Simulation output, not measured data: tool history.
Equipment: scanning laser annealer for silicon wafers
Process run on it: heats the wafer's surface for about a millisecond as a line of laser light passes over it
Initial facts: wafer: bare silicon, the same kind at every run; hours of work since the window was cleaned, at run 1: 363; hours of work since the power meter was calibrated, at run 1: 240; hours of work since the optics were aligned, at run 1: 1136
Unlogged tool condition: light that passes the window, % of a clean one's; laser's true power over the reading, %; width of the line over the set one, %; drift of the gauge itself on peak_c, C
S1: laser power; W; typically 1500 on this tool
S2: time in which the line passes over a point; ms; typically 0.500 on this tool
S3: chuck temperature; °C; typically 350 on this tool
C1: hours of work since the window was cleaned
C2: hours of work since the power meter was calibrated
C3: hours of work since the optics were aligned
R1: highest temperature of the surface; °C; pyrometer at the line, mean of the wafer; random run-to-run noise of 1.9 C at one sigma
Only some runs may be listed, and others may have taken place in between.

Run 1, day 0.000: usual settings; C1 363; C2 240; C3 1136. Result: R1 1148 °C.
Run 2, day 0.308: usual settings but S1 1584 W; C1 368; C2 246; C3 1142. Result: R1 1202 °C.
Run 3, day 0.721: usual settings but S1 1584 W; C1 376; C2 254; C3 1150. Result: R1 1203 °C.
Run 4, day 1.217: usual settings; C1 385; C2 263; C3 1159. Result: R1 1147 °C.
Run 5, day 1.600: usual settings but S3 314 °C; C1 392; C2 270; C3 1166. Result: R1 1110 °C.
Run 6, day 1.992: usual settings but S3 314 °C; C1 400; C2 278; C3 1173. Result: R1 1107 °C.
Run 7, day 2.492: usual settings but S3 314 °C; C1 409; C2 287; C3 1183. Result: R1 1108 °C.
Run 8, day 3.033: usual settings but S3 314 °C; C1 419; C2 297; C3 1193. Result: R1 1104 °C.
Run 9, day 3.317: usual settings but S3 314 °C; C1 425; C2 303; C3 1198. Result: R1 1107 °C.
Run 10, day 3.771: usual settings but S3 314 °C; C1 433; C2 311; C3 1207. Result: R1 1107 °C.
Run 11, day 4.112: usual settings but S3 314 °C; C1 440; C2 317; C3 1213. Result: R1 1104 °C.
Run 12, day 4.512: usual settings but S3 314 °C; C1 447; C2 325; C3 1221. Result: R1 1103 °C.
Run 13, day 4.958: usual settings but S3 314 °C; C1 455; C2 333; C3 1229. Result: R1 1105 °C.
Run 14, day 5.404: usual settings but S3 314 °C; C1 464; C2 342; C3 1237. Result: R1 1101 °C.
Run 15, day 5.675: usual settings; C1 469; C2 347; C3 1242. Result: R1 1141 °C.
Run 16, day 6.158: usual settings but S2 0.386 ms, S3 357 °C; C1 478; C2 356; C3 1252. Result: R1 1042 °C.
Run 17, day 6.671: usual settings but S1 1301 W, S2 0.471 ms, S3 367 °C; C1 488; C2 365; C3 1261. Result: R1 1005 °C.
Run 18, day 7.008: usual settings but S2 0.485 ms, S3 359 °C; C1 494; C2 372; C3 1267. Result: R1 1135 °C.
Run 19, day 7.371: usual settings but S1 1630 W, S2 0.545 ms, S3 342 °C; C1 501; C2 379; C3 1274. Result: R1 1256 °C.
Run 20, day 7.642: usual settings but S1 1549 W, S2 0.378 ms, S3 364 °C; C1 506; C2 384; C3 1279. Result: R1 1063 °C.
Run 21, day 8.171: usual settings but S1 1637 W, S2 0.461 ms, S3 364 °C; C1 516; C2 394; C3 1289. Result: R1 1201 °C.
At day 8.542: window over the wafer cleaned.
Run 22, day 8.575: usual settings but S1 1637 W, S2 0.461 ms, S3 364 °C; C1 1; C2 400; C3 1295. Result: R1 1236 °C.
Run 23, day 8.917: usual settings but S1 1345 W; C1 7; C2 406; C3 1302. Result: R1 1059 °C.
Run 24, day 9.296: usual settings but S1 1564 W, S2 0.576 ms, S3 372 °C; C1 14; C2 413; C3 1309. Result: R1 1302 °C.

Run 25 has not been measured yet. What should we expect?
Run 25, day 9.667: usual settings but S3 383 °C; C1 21; C2 420; C3 1316. Result: R1 ?.

R1: 1199 °C
Were there no unlogged condition in the tool, this run, its random variation unchanged, would have produced R1 1220 °C.
